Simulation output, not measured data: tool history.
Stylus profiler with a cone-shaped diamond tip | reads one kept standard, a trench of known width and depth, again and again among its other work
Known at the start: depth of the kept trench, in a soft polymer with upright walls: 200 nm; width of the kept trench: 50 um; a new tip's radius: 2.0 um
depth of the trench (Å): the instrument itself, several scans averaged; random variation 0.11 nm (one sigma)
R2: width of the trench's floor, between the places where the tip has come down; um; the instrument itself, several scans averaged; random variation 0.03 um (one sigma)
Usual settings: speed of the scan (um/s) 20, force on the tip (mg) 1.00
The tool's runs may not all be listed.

{"run": 1, "day": 0.0, "speed of the scan (um/s)": 20, "force on the tip (mg)": 1.0, "depth of the trench (Å)": 2016.7, "R2": 48.09}
{"run": 2, "day": 0.646, "speed of the scan (um/s)": 12, "force on the tip (mg)": 1.0, "depth of the trench (Å)": 2014.8, "R2": 48.16}
{"run": 3, "day": 1.096, "speed of the scan (um/s)": 12, "force on the tip (mg)": 1.0, "depth of the trench (Å)": 2014.4, "R2": 48.13}
{"run": 4, "day": 1.854, "speed of the scan (um/s)": 20, "force on the tip (mg)": 0.36, "depth of the trench (Å)": 2007.6, "R2": 47.97}
{"run": 5, "day": 2.579, "speed of the scan (um/s)": 20, "force on the tip (mg)": 1.0, "depth of the trench (Å)": 2014.1, "R2": 48.03}
{"run": 6, "day": 3.329, "speed of the scan (um/s)": 20, "force on the tip (mg)": 1.0, "depth of the trench (Å)": 2017.5, "R2": 48.06}
{"run": 7, "day": 4.042, "speed of the scan (um/s)": 20, "force on the tip (mg)": 1.0, "depth of the trench (Å)": 2014.4, "R2": 48.06}
{"run": 8, "day": 4.433, "speed of the scan (um/s)": 20, "force on the tip (mg)": 1.0, "depth of the trench (Å)": 2016.8, "R2": 48.07}
{"run": 9, "day": 5.021, "speed of the scan (um/s)": 60, "force on the tip (mg)": 1.0, "depth of the trench (Å)": 2015.9, "R2": 47.6}
{"run": 10, "day": 5.712, "speed of the scan (um/s)": 60, "force on the tip (mg)": 1.0, "depth of the trench (Å)": 2015.1, "R2": 47.59}
{"run": 11, "day": 6.304, "speed of the scan (um/s)": 60, "force on the tip (mg)": 1.0, "depth of the trench (Å)": 2015.4, "R2": 47.64}
{"run": 12, "day": 6.808, "speed of the scan (um/s)": 60, "force on the tip (mg)": 1.0, "depth of the trench (Å)": 2016.3, "R2": 47.65}
{"run": 13, "day": 7.579, "speed of the scan (um/s)": 20, "force on the tip (mg)": 1.0, "depth of the trench (Å)": 2017.2, "R2": 48.04}
{"run": 14, "day": 7.908, "speed of the scan (um/s)": 20, "force on the tip (mg)": 0.75, "depth of the trench (Å)": 2014.5, "R2": 48.03}
{"run": 15, "day": 8.692, "speed of the scan (um/s)": 24, "force on the tip (mg)": 2.28, "depth of the trench (Å)": 2027.0, "R2": 48.1}
{"run": 16, "day": 9.454, "speed of the scan (um/s)": 42, "force on the tip (mg)": 1.09, "depth of the trench (Å)": 2016.9, "R2": 47.83}
{"run": 17, "day": 9.979, "speed of the scan (um/s)": 29, "force on the tip (mg)": 1.0, "depth of the trench (Å)": 2015.4, "R2": 47.97}
{"run": 18, "day": 10.392, "speed of the scan (um/s)": 19, "force on the tip (mg)": 1.0, "depth of the trench (Å)": 2013.8, "R2": 48.09}
{"run": 19, "day": 11.083, "speed of the scan (um/s)": 41, "force on the tip (mg)": 0.64, "depth of the trench (Å)": 2011.0, "R2": 47.79}
{"run": 20, "day": 11.638, "speed of the scan (um/s)": 15, "force on the tip (mg)": 1.31, "depth of the trench (Å)": 2017.6, "R2": 48.12}

The next listed run, before its measurement:
{"run": 21, "day": 12.396, "speed of the scan (um/s)": 11, "force on the tip (mg)": 0.55, "depth of the trench (Å)": "?", "R2": "?"}

{"run 21": {"depth of the trench (Å)": 2012.3, "R2": 48.12}}
Without the tool's hidden state the same run would have given depth of the trench (Å) 2012.3, R2 48.12 um.

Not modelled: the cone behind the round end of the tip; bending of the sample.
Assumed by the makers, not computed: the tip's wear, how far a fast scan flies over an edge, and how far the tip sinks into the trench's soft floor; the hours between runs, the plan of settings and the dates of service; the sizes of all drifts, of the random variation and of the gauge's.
